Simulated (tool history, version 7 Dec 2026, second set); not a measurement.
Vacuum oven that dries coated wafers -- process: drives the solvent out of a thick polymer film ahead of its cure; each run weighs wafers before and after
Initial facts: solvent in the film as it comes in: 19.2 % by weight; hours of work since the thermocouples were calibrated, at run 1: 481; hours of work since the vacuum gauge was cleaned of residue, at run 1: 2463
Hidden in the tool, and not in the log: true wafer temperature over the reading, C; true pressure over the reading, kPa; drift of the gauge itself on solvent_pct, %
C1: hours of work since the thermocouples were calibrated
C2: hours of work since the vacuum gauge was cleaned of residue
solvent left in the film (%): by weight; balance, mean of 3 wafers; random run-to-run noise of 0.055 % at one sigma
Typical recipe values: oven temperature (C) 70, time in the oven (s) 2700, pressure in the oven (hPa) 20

run 1 hour=0 | oven_temperature_(C)=70 time_in_the_oven_(s)=2700 pressure_in_the_oven_(hPa)=20 | C1=481 C2=2463 | solvent_left_in_the_film_(%)=2.39
run 2 hour=122.8 | oven_temperature_(C)=79 time_in_the_oven_(s)=2700 pressure_in_the_oven_(hPa)=20 | C1=547 C2=2529 | solvent_left_in_the_film_(%)=0.94
run 3 hour=211.9 | oven_temperature_(C)=60 time_in_the_oven_(s)=2700 pressure_in_the_oven_(hPa)=20 | C1=595 C2=2577 | solvent_left_in_the_film_(%)=5.73
run 4 hour=319.3 | oven_temperature_(C)=58 time_in_the_oven_(s)=2700 pressure_in_the_oven_(hPa)=20 | C1=653 C2=2635 | solvent_left_in_the_film_(%)=6.43
run 5 hour=391.2 | oven_temperature_(C)=58 time_in_the_oven_(s)=2700 pressure_in_the_oven_(hPa)=20 | C1=692 C2=2674 | solvent_left_in_the_film_(%)=6.33
run 6 hour=502.8 | oven_temperature_(C)=58 time_in_the_oven_(s)=2700 pressure_in_the_oven_(hPa)=20 | C1=752 C2=2734 | solvent_left_in_the_film_(%)=6.36
run 7 hour=600.8 | oven_temperature_(C)=58 time_in_the_oven_(s)=2700 pressure_in_the_oven_(hPa)=20 | C1=804 C2=2786 | solvent_left_in_the_film_(%)=6.48
run 8 hour=685 | oven_temperature_(C)=58 time_in_the_oven_(s)=2700 pressure_in_the_oven_(hPa)=27.5 | C1=850 C2=2832 | solvent_left_in_the_film_(%)=6.49
-- hour=781.3 oven's thermocouples calibrated
run 9 hour=797.6 | oven_temperature_(C)=58 time_in_the_oven_(s)=2700 pressure_in_the_oven_(hPa)=27.5 | C1=9 C2=2891 | solvent_left_in_the_film_(%)=6.56
run 10 hour=891.6 | oven_temperature_(C)=70 time_in_the_oven_(s)=2700 pressure_in_the_oven_(hPa)=20 | C1=59 C2=2942 | solvent_left_in_the_film_(%)=2.41
run 11 hour=961.2 | oven_temperature_(C)=70 time_in_the_oven_(s)=2700 pressure_in_the_oven_(hPa)=20 | C1=97 C2=2979 | solvent_left_in_the_film_(%)=2.59
run 12 hour=1019.7 | oven_temperature_(C)=70 time_in_the_oven_(s)=2700 pressure_in_the_oven_(hPa)=58.5 | C1=128 C2=3011 | solvent_left_in_the_film_(%)=3.31
run 13 hour=1127.4 | oven_temperature_(C)=70 time_in_the_oven_(s)=2700 pressure_in_the_oven_(hPa)=58.5 | C1=186 C2=3069 | solvent_left_in_the_film_(%)=3.35
run 14 hour=1241 | oven_temperature_(C)=84 time_in_the_oven_(s)=2700 pressure_in_the_oven_(hPa)=20 | C1=247 C2=3130 | solvent_left_in_the_film_(%)=0.51
run 15 hour=1292.3 | oven_temperature_(C)=84 time_in_the_oven_(s)=2700 pressure_in_the_oven_(hPa)=20 | C1=275 C2=3157 | solvent_left_in_the_film_(%)=0.43
run 16 hour=1382.4 | oven_temperature_(C)=84 time_in_the_oven_(s)=2700 pressure_in_the_oven_(hPa)=46.8 | C1=323 C2=3206 | solvent_left_in_the_film_(%)=0.84
run 17 hour=1506.3 | oven_temperature_(C)=71 time_in_the_oven_(s)=2700 pressure_in_the_oven_(hPa)=20 | C1=390 C2=3273 | solvent_left_in_the_film_(%)=2.37
run 18 hour=1601.2 | oven_temperature_(C)=71 time_in_the_oven_(s)=2700 pressure_in_the_oven_(hPa)=20 | C1=441 C2=3324 | solvent_left_in_the_film_(%)=2.31
run 19 hour=1687.6 | oven_temperature_(C)=71 time_in_the_oven_(s)=2700 pressure_in_the_oven_(hPa)=20 | C1=488 C2=3370 | solvent_left_in_the_film_(%)=2.4
run 20 hour=1759.3 | oven_temperature_(C)=62 time_in_the_oven_(s)=1560 pressure_in_the_oven_(hPa)=47.8 | C1=526 C2=3409 | solvent_left_in_the_film_(%)=8.7
run 21 hour=1838.5 | oven_temperature_(C)=73 time_in_the_oven_(s)=2820 pressure_in_the_oven_(hPa)=11.6 | C1=569 C2=3451 | solvent_left_in_the_film_(%)=1.71
-- hour=1859.1 vacuum gauge cleaned of residue and calibrated
run 22 hour=1949.5 | oven_temperature_(C)=73 time_in_the_oven_(s)=2820 pressure_in_the_oven_(hPa)=11.6 | C1=628 C2=49 | solvent_left_in_the_film_(%)=1.48
run 23 hour=2031.6 | oven_temperature_(C)=73 time_in_the_oven_(s)=4260 pressure_in_the_oven_(hPa)=11.6 | C1=672 C2=93 | solvent_left_in_the_film_(%)=0.62
run 24 hour=2138.1 | oven_temperature_(C)=77 time_in_the_oven_(s)=1380 pressure_in_the_oven_(hPa)=70.2 | C1=729 C2=150 | solvent_left_in_the_film_(%)=4.33
run 25 hour=2215.6 | oven_temperature_(C)=77 time_in_the_oven_(s)=1380 pressure_in_the_oven_(hPa)=70.2 | C1=771 C2=192 | solvent_left_in_the_film_(%)=4.31
run 26 hour=2298.3 | oven_temperature_(C)=77 time_in_the_oven_(s)=1380 pressure_in_the_oven_(hPa)=70.2 | C1=815 C2=236 | solvent_left_in_the_film_(%)=4.44
run 27 hour=2358.8 | oven_temperature_(C)=77 time_in_the_oven_(s)=4440 pressure_in_the_oven_(hPa)=26.4 | C1=848 C2=269 | solvent_left_in_the_film_(%)=0.7
-- hour=2459.8 oven's thermocouples calibrated
run 28 hour=2482.7 | oven_temperature_(C)=70 time_in_the_oven_(s)=2040 pressure_in_the_oven_(hPa)=21 | C1=12 C2=334 | solvent_left_in_the_film_(%)=3.5
run 29 hour=2572.4 | oven_temperature_(C)=70 time_in_the_oven_(s)=2700 pressure_in_the_oven_(hPa)=15.1 | C1=61 C2=383 | solvent_left_in_the_film_(%)=2.21
run 30 hour=2638 | oven_temperature_(C)=70 time_in_the_oven_(s)=2820 pressure_in_the_oven_(hPa)=20 | C1=96 C2=418 | solvent_left_in_the_film_(%)=1.93
run 31 hour=2709.1 | oven_temperature_(C)=70 time_in_the_oven_(s)=2820 pressure_in_the_oven_(hPa)=20 | C1=134 C2=456 | solvent_left_in_the_film_(%)=2.04
run 32 hour=2805.4 | oven_temperature_(C)=70 time_in_the_oven_(s)=2820 pressure_in_the_oven_(hPa)=20 | C1=186 C2=508 | solvent_left_in_the_film_(%)=2.01
run 33 hour=2903.6 | oven_temperature_(C)=59 time_in_the_oven_(s)=1920 pressure_in_the_oven_(hPa)=30.1 | C1=239 C2=561 | solvent_left_in_the_film_(%)=7.72

Forecast each of these 4 alternatives for the next run:
run A hour=2963.9 | oven_temperature_(C)=85 time_in_the_oven_(s)=1920 pressure_in_the_oven_(hPa)=74.2 | C1=271 C2=593 | solvent_left_in_the_film_(%)=?
run B hour=2963.9 | oven_temperature_(C)=68 time_in_the_oven_(s)=1920 pressure_in_the_oven_(hPa)=30.1 | C1=271 C2=593 | solvent_left_in_the_film_(%)=?
run C hour=2963.9 | oven_temperature_(C)=76 time_in_the_oven_(s)=1920 pressure_in_the_oven_(hPa)=30.1 | C1=271 C2=593 | solvent_left_in_the_film_(%)=?
run D hour=2963.9 | oven_temperature_(C)=70 time_in_the_oven_(s)=2700 pressure_in_the_oven_(hPa)=40.4 | C1=271 C2=593 | solvent_left_in_the_film_(%)=?

run=A solvent_left_in_the_film_(%)=1.37
run=B solvent_left_in_the_film_(%)=4.64
run=C solvent_left_in_the_film_(%)=2.31
run=D solvent_left_in_the_film_(%)=2.62
What these runs would have given with no unlogged condition in the tool:
run=A solvent_left_in_the_film_(%)=1.4
run=B solvent_left_in_the_film_(%)=4.76
run=C solvent_left_in_the_film_(%)=2.39
run=D solvent_left_in_the_film_(%)=2.7

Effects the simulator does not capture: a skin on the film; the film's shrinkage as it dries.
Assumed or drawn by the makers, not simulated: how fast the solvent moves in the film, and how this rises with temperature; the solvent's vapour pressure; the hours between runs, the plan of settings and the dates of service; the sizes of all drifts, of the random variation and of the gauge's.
